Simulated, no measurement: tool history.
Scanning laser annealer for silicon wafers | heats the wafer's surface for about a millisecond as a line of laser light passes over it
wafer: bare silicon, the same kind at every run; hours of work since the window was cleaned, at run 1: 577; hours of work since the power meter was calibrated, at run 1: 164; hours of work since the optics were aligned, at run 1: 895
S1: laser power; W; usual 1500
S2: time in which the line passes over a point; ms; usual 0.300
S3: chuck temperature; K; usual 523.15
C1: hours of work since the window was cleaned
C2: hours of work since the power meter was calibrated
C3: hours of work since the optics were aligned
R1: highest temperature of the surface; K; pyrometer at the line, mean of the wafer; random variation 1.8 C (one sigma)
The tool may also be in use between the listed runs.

run	hour	S1	S2	S3	C1	C2	C3	R1
1	0.0	1500	0.300	523.15	577	164	895	1233.15
2	8.0	1333	0.300	523.15	583	170	901	1152.15
3	12.4	1330	0.300	523.15	586	174	905	1153.15
4	16.9	1330	0.300	523.15	590	177	908	1152.15
5	27.1	1330	0.252	523.15	597	185	916	1100.15
6	33.9	1500	0.337	523.15	603	190	921	1276.15
7	44.0	1500	0.300	523.15	610	198	929	1227.15
8	48.4	1500	0.300	512.15	614	201	932	1221.15
9	56.3	1500	0.300	512.15	620	207	938	1223.15
10	61.6	1500	0.300	512.15	623	211	942	1216.15
11	71.8	1423	0.300	512.15	631	218	950	1185.15
12	81.9	1423	0.300	512.15	639	226	957	1182.15
13	88.1	1423	0.300	512.15	643	231	962	1182.15
14	98.2	1423	0.300	512.15	651	238	969	1183.15
15	107.4	1297	0.300	515.15	658	245	976	1126.15
16	111.9	1297	0.300	515.15	661	249	980	1122.15
17	119.4	1332	0.347	527.15	667	254	985	1203.15
18	126.5	1500	0.300	555.15	672	260	991	1257.15
19	131.2	1500	0.300	555.15	676	263	994	1259.15
20	136.7	1472	0.235	528.15	680	267	999	1137.15
21	143.4	1472	0.235	528.15	685	272	1004	1136.15
22	152.2	1559	0.351	523.15	692	279	1010	1319.15
23	160.0	1600	0.240	523.15	698	285	1016	1190.15
24	164.5	1570	0.324	502.15	701	288	1019	1267.15
25	171.9	1570	0.262	502.15	707	294	1025	1191.15
26	178.4	1570	0.257	535.15	712	299	1030	1211.15
27	188.5	1378	0.300	555.15	719	306	1038	1200.15

Forecast each of these 4 alternatives for the next run:
A	196.6	1564	0.261	533.15	725	313	1044	?
B	196.6	1378	0.248	555.15	725	313	1044	?
C	196.6	1459	0.334	485.15	725	313	1044	?
D	196.6	1322	0.252	555.15	725	313	1044	?

run	R1
A	1218.15
B	1138.15
C	1207.15
D	1116.15
Without the tool's hidden state the same runs would have given:
run	R1
A	1253.15
B	1168.15
C	1244.15
D	1145.15
